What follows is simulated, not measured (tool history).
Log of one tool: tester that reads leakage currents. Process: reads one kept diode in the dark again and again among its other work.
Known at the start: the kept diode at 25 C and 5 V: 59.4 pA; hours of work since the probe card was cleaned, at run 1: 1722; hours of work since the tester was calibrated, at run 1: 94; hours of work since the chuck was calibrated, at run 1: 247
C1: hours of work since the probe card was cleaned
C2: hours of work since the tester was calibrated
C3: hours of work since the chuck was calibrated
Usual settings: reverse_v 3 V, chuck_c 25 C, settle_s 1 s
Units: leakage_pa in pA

Run 1, hour 0: usual settings; C1 1722; C2 94; C3 247. Result: leakage_pa 49.01 pA.
Run 2, hour 110.6: usual settings; C1 1774; C2 145; C3 298. Result: leakage_pa 48.64 pA.
Run 3, hour 196.1: usual settings; C1 1814; C2 185; C3 338. Result: leakage_pa 48.06 pA.
Run 4, hour 283.8: usual settings; C1 1855; C2 226; C3 379. Result: leakage_pa 47.71 pA.
Run 5, hour 370.1: usual settings but settle_s 0.81 s; C1 1895; C2 267; C3 419. Result: leakage_pa 47.35 pA.
Run 6, hour 439.9: usual settings but chuck_c 44 C; C1 1928; C2 299; C3 452. Result: leakage_pa 207.29 pA.
Run 7, hour 519.7: usual settings but reverse_v 2.2 V, settle_s 7.99 s; C1 1965; C2 337; C3 489. Result: leakage_pa 39.89 pA.
At hour 526.9: chuck's temperature calibrated.
Run 8, hour 618.3: usual settings but reverse_v 2.2 V, settle_s 7.99 s; C1 2010; C2 382; C3 43. Result: leakage_pa 36.6 pA.
Run 9, hour 666.5: usual settings but reverse_v 2.2 V, settle_s 7.99 s; C1 2033; C2 404; C3 65. Result: leakage_pa 36.3 pA.
Run 10, hour 726.9: usual settings but reverse_v 2.2 V, settle_s 7.99 s; C1 2061; C2 432; C3 93. Result: leakage_pa 36.13 pA.
At hour 760.7: chuck's temperature calibrated, once more.
Run 11, hour 798.4: usual settings but reverse_v 3.37 V, chuck_c 28 C, settle_s 1.54 s; C1 2093; C2 465; C3 18. Result: leakage_pa 69.15 pA.

Forecast each of these 5 alternatives for the next run:
Run A, hour 853.2: usual settings but reverse_v 19.86 V; C1 2119; C2 491; C3 43. Result: leakage_pa ?.
Run B, hour 853.2: usual settings but reverse_v 4.78 V, chuck_c 20 C, settle_s 0.97 s; C1 2119; C2 491; C3 43. Result: leakage_pa ?.
Run C, hour 853.2: usual settings but reverse_v 1.13 V, settle_s 1.03 s; C1 2119; C2 491; C3 43. Result: leakage_pa ?.
Run D, hour 853.2: usual settings but reverse_v 1.62 V, chuck_c 46 C, settle_s 1.54 s; C1 2119; C2 491; C3 43. Result: leakage_pa ?.
Run E, hour 853.2: usual settings but chuck_c 49 C, settle_s 0.6 s; C1 2119; C2 491; C3 43. Result: leakage_pa ?.

run  leakage_pa
  A      139.76
  B       44.78
  C       32.59
  D      200.43
  E      326.89
Without the tool's hidden state the same runs would have given:
run  leakage_pa
  A      113.05
  B       38.66
  C        31.6
  D      201.68
  E      328.29
